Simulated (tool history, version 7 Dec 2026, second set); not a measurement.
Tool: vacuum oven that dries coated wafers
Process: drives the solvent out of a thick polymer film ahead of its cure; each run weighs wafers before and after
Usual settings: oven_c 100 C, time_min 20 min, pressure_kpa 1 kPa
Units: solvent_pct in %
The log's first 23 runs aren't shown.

Run 24, hour 1048.4: usual settings but oven_c 101 C, time_min 14 min, pressure_kpa 3.06 kPa. Result: solvent_pct 5.13 %.
Run 25, hour 1082: usual settings but oven_c 101 C, time_min 14 min, pressure_kpa 0.77 kPa. Result: solvent_pct 4.4 %.
Run 26, hour 1150.7: usual settings but oven_c 104 C, time_min 21 min, pressure_kpa 1.34 kPa. Result: solvent_pct 2.24 %.
Run 27, hour 1193.9: usual settings but pressure_kpa 1.48 kPa. Result: solvent_pct 3.38 %.
Run 28, hour 1223.7: usual settings but oven_c 96 C, time_min 34 min, pressure_kpa 1.48 kPa. Result: solvent_pct 2.45 %.
Run 29, hour 1257.8: usual settings but oven_c 97 C, time_min 17 min, pressure_kpa 0.97 kPa. Result: solvent_pct 4.67 %.
Run 30, hour 1292.6: usual settings but oven_c 97 C, time_min 17 min, pressure_kpa 0.97 kPa. Result: solvent_pct 4.67 %.
Run 31, hour 1334.9: usual settings but oven_c 102 C. Result: solvent_pct 2.72 %.
Run 32, hour 1370.7: usual settings but oven_c 90 C. Result: solvent_pct 5.91 %.
Run 33, hour 1426.1: usual settings but oven_c 102 C, time_min 15 min, pressure_kpa 0.65 kPa. Result: solvent_pct 3.69 %.
Run 34, hour 1458.6: usual settings but oven_c 102 C, time_min 34 min, pressure_kpa 2.34 kPa. Result: solvent_pct 1.7 %.
Run 35, hour 1507.4: usual settings but time_min 17 min, pressure_kpa 0.52 kPa. Result: solvent_pct 3.66 %.
Run 36, hour 1551.5: usual settings but oven_c 96 C, time_min 28 min, pressure_kpa 2.01 kPa. Result: solvent_pct 3.28 %.
Run 37, hour 1615.7: usual settings but oven_c 96 C, time_min 28 min, pressure_kpa 2.01 kPa. Result: solvent_pct 3.25 %.
At hour 1649.7: oven's thermocouples calibrated.
Run 38, hour 1685.5: usual settings but oven_c 96 C, pressure_kpa 2.01 kPa. Result: solvent_pct 4.95 %.
Run 39, hour 1738.4: usual settings but oven_c 96 C, pressure_kpa 2.01 kPa. Result: solvent_pct 4.89 %.
Run 40, hour 1805.4: usual settings but oven_c 96 C, pressure_kpa 2.01 kPa. Result: solvent_pct 4.95 %.
Run 41, hour 1856.7: usual settings but oven_c 110 C, time_min 15 min, pressure_kpa 0.77 kPa. Result: solvent_pct 2.15 %.
Run 42, hour 1908.1: usual settings but time_min 13 min, pressure_kpa 0.76 kPa. Result: solvent_pct 5.18 %.
Run 43, hour 1968.6: usual settings but time_min 13 min, pressure_kpa 0.76 kPa. Result: solvent_pct 5.17 %.
Run 44, hour 2025.3: usual settings but oven_c 107 C, time_min 18 min, pressure_kpa 0.78 kPa. Result: solvent_pct 2.12 %.
Run 45, hour 2089: usual settings but time_min 19 min. Result: solvent_pct 3.63 %.
Run 46, hour 2151.6: usual settings but oven_c 87 C, time_min 34 min, pressure_kpa 1.56 kPa. Result: solvent_pct 5.09 %.

Forecast each of these 5 alternatives for the next run:
Run A, hour 2196.9: usual settings but oven_c 87 C, time_min 17 min, pressure_kpa 1.4 kPa. Result: solvent_pct ?.
Run B, hour 2196.9: usual settings but oven_c 96 C, time_min 18 min. Result: solvent_pct ?.
Run C, hour 2196.9: usual settings but oven_c 115 C, time_min 17 min, pressure_kpa 1.56 kPa. Result: solvent_pct ?.
Run D, hour 2196.9: usual settings but time_min 23 min, pressure_kpa 0.88 kPa. Result: solvent_pct ?.
Run E, hour 2196.9: usual settings but oven_c 94 C, time_min 34 min, pressure_kpa 1.56 kPa. Result: solvent_pct ?.

run  solvent_pct
  A         7.73
  B         4.88
  C         1.18
  D         2.82
  E         3.12
Without the tool's hidden state the same runs would have given:
run  solvent_pct
  A          7.7
  B         4.87
  C         1.14
  D         2.78
  E         3.06
